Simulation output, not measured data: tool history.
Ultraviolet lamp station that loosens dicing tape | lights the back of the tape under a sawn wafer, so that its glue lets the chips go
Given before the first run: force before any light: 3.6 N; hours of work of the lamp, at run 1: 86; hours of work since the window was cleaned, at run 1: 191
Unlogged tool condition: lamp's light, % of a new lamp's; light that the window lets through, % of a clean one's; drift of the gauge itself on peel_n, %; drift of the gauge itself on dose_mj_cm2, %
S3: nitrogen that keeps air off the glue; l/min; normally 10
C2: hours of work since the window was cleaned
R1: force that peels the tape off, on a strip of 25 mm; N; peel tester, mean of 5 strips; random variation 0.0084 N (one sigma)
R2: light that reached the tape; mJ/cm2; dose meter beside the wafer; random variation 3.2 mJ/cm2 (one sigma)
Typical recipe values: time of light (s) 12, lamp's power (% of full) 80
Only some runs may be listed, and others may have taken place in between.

{"run": 1, "day": 0.0, "time of light (s)": 12, "lamp's power (% of full)": 80, "S3": 10, "hours of work of the lamp": 86, "C2": 191, "R1": 0.331, "R2": 494}
{"run": 2, "day": 1.217, "time of light (s)": 12, "lamp's power (% of full)": 83, "S3": 10, "hours of work of the lamp": 102, "C2": 206, "R1": 0.321, "R2": 511}
{"run": 3, "day": 2.462, "time of light (s)": 12, "lamp's power (% of full)": 83, "S3": 10, "hours of work of the lamp": 118, "C2": 222, "R1": 0.315, "R2": 507}
{"run": 4, "day": 4.054, "time of light (s)": 12, "lamp's power (% of full)": 83, "S3": 10, "hours of work of the lamp": 138, "C2": 243, "R1": 0.315, "R2": 513}
{"run": 5, "day": 4.888, "time of light (s)": 12, "lamp's power (% of full)": 83, "S3": 10, "hours of work of the lamp": 149, "C2": 253, "R1": 0.314, "R2": 508}
{"run": 6, "day": 6.546, "time of light (s)": 12, "lamp's power (% of full)": 63, "S3": 10, "hours of work of the lamp": 170, "C2": 274, "R1": 0.504, "R2": 388}
{"run": 7, "day": 8.333, "time of light (s)": 20, "lamp's power (% of full)": 63, "S3": 10, "hours of work of the lamp": 193, "C2": 297, "R1": 0.206, "R2": 646}
{"run": 8, "day": 9.129, "time of light (s)": 12, "lamp's power (% of full)": 80, "S3": 10, "hours of work of the lamp": 203, "C2": 308, "R1": 0.343, "R2": 489}
{"run": 9, "day": 10.383, "time of light (s)": 7, "lamp's power (% of full)": 90, "S3": 10, "hours of work of the lamp": 219, "C2": 324, "R1": 0.683, "R2": 323}
{"run": 10, "day": 12.179, "time of light (s)": 18, "lamp's power (% of full)": 75, "S3": 10, "hours of work of the lamp": 242, "C2": 347, "R1": 0.181, "R2": 693}
{"run": 11, "day": 13.717, "time of light (s)": 8, "lamp's power (% of full)": 79, "S3": 12, "hours of work of the lamp": 262, "C2": 366, "R1": 0.63, "R2": 319}
{"day": 14.988, "done": "window cleaned of glue's vapour"}
{"run": 12, "day": 15.429, "time of light (s)": 20, "lamp's power (% of full)": 66, "S3": 10, "hours of work of the lamp": 283, "C2": 6, "R1": 0.181, "R2": 672}
{"run": 13, "day": 16.658, "time of light (s)": 12, "lamp's power (% of full)": 91, "S3": 15, "hours of work of the lamp": 299, "C2": 21, "R1": 0.21, "R2": 560}
{"run": 14, "day": 17.546, "time of light (s)": 12, "lamp's power (% of full)": 71, "S3": 9, "hours of work of the lamp": 310, "C2": 33, "R1": 0.442, "R2": 437}
{"run": 15, "day": 19.292, "time of light (s)": 7, "lamp's power (% of full)": 77, "S3": 4, "hours of work of the lamp": 333, "C2": 55, "R1": 1.312, "R2": 275}

Here are 3 independent what-if runs from the current tool condition. What would each one return?
{"run": "A", "day": 20.283, "time of light (s)": 13, "lamp's power (% of full)": 99, "S3": 4, "hours of work of the lamp": 345, "C2": 68, "R1": "?", "R2": "?"}
{"run": "B", "day": 20.283, "time of light (s)": 6, "lamp's power (% of full)": 80, "S3": 10, "hours of work of the lamp": 345, "C2": 68, "R1": "?", "R2": "?"}
{"run": "C", "day": 20.283, "time of light (s)": 19, "lamp's power (% of full)": 73, "S3": 6, "hours of work of the lamp": 345, "C2": 68, "R1": "?", "R2": "?"}

run=A R1=0.386 R2=658
run=B R1=0.935 R2=247
run=C R1=0.248 R2=709
Had the tool no hidden state, the same runs would have come out as:
run=A R1=0.386 R2=659
run=B R1=0.934 R2=248
run=C R1=0.247 R2=710

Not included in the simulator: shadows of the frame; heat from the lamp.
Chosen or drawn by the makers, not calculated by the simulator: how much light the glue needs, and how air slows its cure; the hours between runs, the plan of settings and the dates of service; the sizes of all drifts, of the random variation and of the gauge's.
